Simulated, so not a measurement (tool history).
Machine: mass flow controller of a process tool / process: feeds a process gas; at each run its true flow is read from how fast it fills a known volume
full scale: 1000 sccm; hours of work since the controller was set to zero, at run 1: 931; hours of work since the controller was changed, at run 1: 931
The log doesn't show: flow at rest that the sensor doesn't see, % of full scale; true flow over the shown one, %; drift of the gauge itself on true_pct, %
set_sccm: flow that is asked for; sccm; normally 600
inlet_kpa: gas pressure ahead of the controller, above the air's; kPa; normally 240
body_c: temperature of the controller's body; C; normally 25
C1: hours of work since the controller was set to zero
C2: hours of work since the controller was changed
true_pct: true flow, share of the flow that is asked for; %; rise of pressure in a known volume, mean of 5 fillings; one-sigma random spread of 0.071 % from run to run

Run 1, day 0.000: usual settings; C1 931; C2 931. Result: true_pct 100.69 %.
Run 2, day 17.612: usual settings but inlet_kpa 203 kPa; C1 1145; C2 1145. Result: true_pct 100.72 %.
Run 3, day 32.842: usual settings but inlet_kpa 203 kPa; C1 1330; C2 1330. Result: true_pct 100.76 %.
Run 4, day 49.758: usual settings; C1 1535; C2 1535. Result: true_pct 101.17 %.
Run 5, day 67.879: usual settings; C1 1755; C2 1755. Result: true_pct 101.09 %.
Run 6, day 76.412: usual settings; C1 1858; C2 1858. Result: true_pct 101.24 %.
Run 7, day 85.817: usual settings but inlet_kpa 277 kPa; C1 1972; C2 1972. Result: true_pct 101.57 %.
Run 8, day 95.446: usual settings but set_sccm 274 sccm, inlet_kpa 164 kPa, body_c 37 C; C1 2089; C2 2089. Result: true_pct 102.72 %.
Run 9, day 104.946: usual settings but set_sccm 274 sccm, inlet_kpa 164 kPa, body_c 37 C; C1 2204; C2 2204. Result: true_pct 102.88 %.
Run 10, day 116.938: usual settings but set_sccm 274 sccm, inlet_kpa 164 kPa, body_c 37 C; C1 2350; C2 2350. Result: true_pct 102.89 %.
Run 11, day 130.333: usual settings but set_sccm 274 sccm, inlet_kpa 164 kPa, body_c 37 C; C1 2512; C2 2512. Result: true_pct 103.17 %.

Below are 4 alternative next runs, each starting from the tool's condition after run 11. Predict each:
Run A, day 141.479: usual settings but body_c 31 C; C1 2647; C2 2647. Result: true_pct ?.
Run B, day 141.479: usual settings but inlet_kpa 205 kPa; C1 2647; C2 2647. Result: true_pct ?.
Run C, day 141.479: usual settings but set_sccm 338 sccm, body_c 30 C; C1 2647; C2 2647. Result: true_pct ?.
Run D, day 141.479: usual settings but set_sccm 274 sccm, inlet_kpa 165 kPa, body_c 29 C; C1 2647; C2 2647. Result: true_pct ?.

run  true_pct
  A    102.33
  B    101.50
  C    102.67
  D    102.19
Had the tool no hidden state, the same runs would have come out as:
run  true_pct
  A    100.72
  B     99.89
  C    100.53
  D     99.76
